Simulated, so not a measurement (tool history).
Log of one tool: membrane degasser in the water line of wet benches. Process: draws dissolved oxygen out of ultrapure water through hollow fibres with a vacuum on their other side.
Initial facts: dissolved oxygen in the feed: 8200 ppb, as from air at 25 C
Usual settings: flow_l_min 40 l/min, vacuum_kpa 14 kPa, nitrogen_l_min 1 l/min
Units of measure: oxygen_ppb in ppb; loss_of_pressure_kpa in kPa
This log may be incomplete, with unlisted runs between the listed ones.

| run | hour | flow_l_min | vacuum_kpa | nitrogen_l_min | oxygen_ppb | loss_of_pressure_kpa |
|---|---|---|---|---|---|---|
| 1 | 0 | 40 | 14 | 1 | 833.9 | 55.61 |
| 2 | 83.3 | 40 | 14 | 1 | 839.1 | 56.15 |
| 3 | 133.3 | 41 | 14 | 1 | 848.8 | 57.37 |
| 4 | 203.4 | 41 | 14 | 1 | 852.8 | 57.46 |
| 5 | 267.6 | 41 | 14 | 1 | 850.9 | 57.54 |
| 6 | 307.5 | 40 | 14 | 0.51 | 1308 | 56.73 |
| 7 | 378.8 | 40 | 14 | 1 | 835.9 | 56.01 |
| 8 | 448.3 | 40 | 14 | 1 | 843.7 | 56.2 |
| 9 | 494.8 | 40 | 15.4 | 1 | 924 | 55.76 |
| 10 | 541.1 | 40 | 15.4 | 1 | 928.6 | 56.2 |
| 11 | 618.1 | 40 | 15.4 | 1 | 919.9 | 56.15 |
| 12 | 696.9 | 27 | 14 | 1 | 615.4 | 37.95 |
| 13 | 758.5 | 27 | 14 | 1 | 612.3 | 38.06 |
| 14 | 800 | 27 | 14 | 1 | 612.3 | 37.87 |
|  | 836.1 | vacuum gauge calibrated |
| 15 | 853 | 27 | 14 | 0.75 | 785 | 38.05 |
| 16 | 920.5 | 27 | 14 | 0.75 | 781.8 | 37.93 |
| 17 | 971.8 | 28 | 14 | 1 | 649.7 | 39.39 |
| 18 | 1037.5 | 56 | 13.5 | 2.65 | 535.6 | 78.79 |
|  | 1047 | vacuum gauge calibrated, once more |
| 19 | 1104.6 | 56 | 13.5 | 2.65 | 500.7 | 79.12 |
| 20 | 1193.8 | 40 | 26.8 | 2.34 | 848.8 | 56.45 |
| 21 | 1258.5 | 62 | 14 | 1 | 1151.5 | 87.65 |
| 22 | 1324.3 | 63 | 33.4 | 1 | 2602 | 89.05 |
| 23 | 1389.2 | 48 | 10.7 | 0.6 | 947.3 | 66.94 |
| 24 | 1478.8 | 48 | 10.7 | 0.6 | 942.2 | 67.64 |
| 25 | 1553.2 | 48 | 8.8 | 2.33 | 279 | 68.17 |
| 26 | 1640.9 | 48 | 8.8 | 2.33 | 275.7 | 67.7 |
| 27 | 1719.5 | 48 | 8.8 | 2.33 | 277.4 | 67.57 |
| 28 | 1773.5 | 48 | 8.8 | 2.33 | 278.7 | 67.68 |
| 29 | 1812.1 | 48 | 10.3 | 1 | 640.7 | 67.99 |
| 30 | 1848.2 | 48 | 9.1 | 1 | 546.2 | 68.05 |
| 31 | 1937 | 26 | 14 | 1 | 577.6 | 36.97 |

Per-run results on a tool with no hidden state, each run keeping its own random variation:
Hidden state at play: membrane still open, %; true pressure behind the membrane over the reading, kPa; air that leaks in behind the membrane, l/min; drift of the gauge itself on oxygen_ppb, %; drift of the gauge itself on loss_of_pressure_kpa, %.
| run | oxygen_ppb | loss_of_pressure_kpa |
|---|---|---|
| 1 | 807.1 | 55.47 |
| 2 | 811.8 | 55.98 |
| 3 | 821.2 | 57.19 |
| 4 | 824.9 | 57.27 |
| 5 | 822.8 | 57.33 |
| 6 | 1271.8 | 56.52 |
| 7 | 807.7 | 55.79 |
| 8 | 814.9 | 55.96 |
| 9 | 895.9 | 55.51 |
| 10 | 900.2 | 55.94 |
| 11 | 891.4 | 55.87 |
| 12 | 591 | 37.75 |
| 13 | 587.7 | 37.84 |
| 14 | 587.6 | 37.65 |
| 15 | 739.1 | 37.82 |
| 16 | 735.9 | 37.69 |
| 17 | 609.8 | 39.14 |
| 18 | 502.8 | 78.26 |
| 19 | 496.9 | 78.56 |
| 20 | 842.5 | 56.04 |
| 21 | 1149 | 86.98 |
| 22 | 2599.2 | 88.35 |
| 23 | 946.7 | 66.4 |
| 24 | 941 | 67.07 |
| 25 | 274.9 | 67.58 |
| 26 | 271.4 | 67.08 |
| 27 | 272.8 | 66.94 |
| 28 | 273.9 | 67.03 |
| 29 | 635.3 | 67.33 |
| 30 | 540.4 | 67.38 |
| 31 | 570.7 | 36.59 |

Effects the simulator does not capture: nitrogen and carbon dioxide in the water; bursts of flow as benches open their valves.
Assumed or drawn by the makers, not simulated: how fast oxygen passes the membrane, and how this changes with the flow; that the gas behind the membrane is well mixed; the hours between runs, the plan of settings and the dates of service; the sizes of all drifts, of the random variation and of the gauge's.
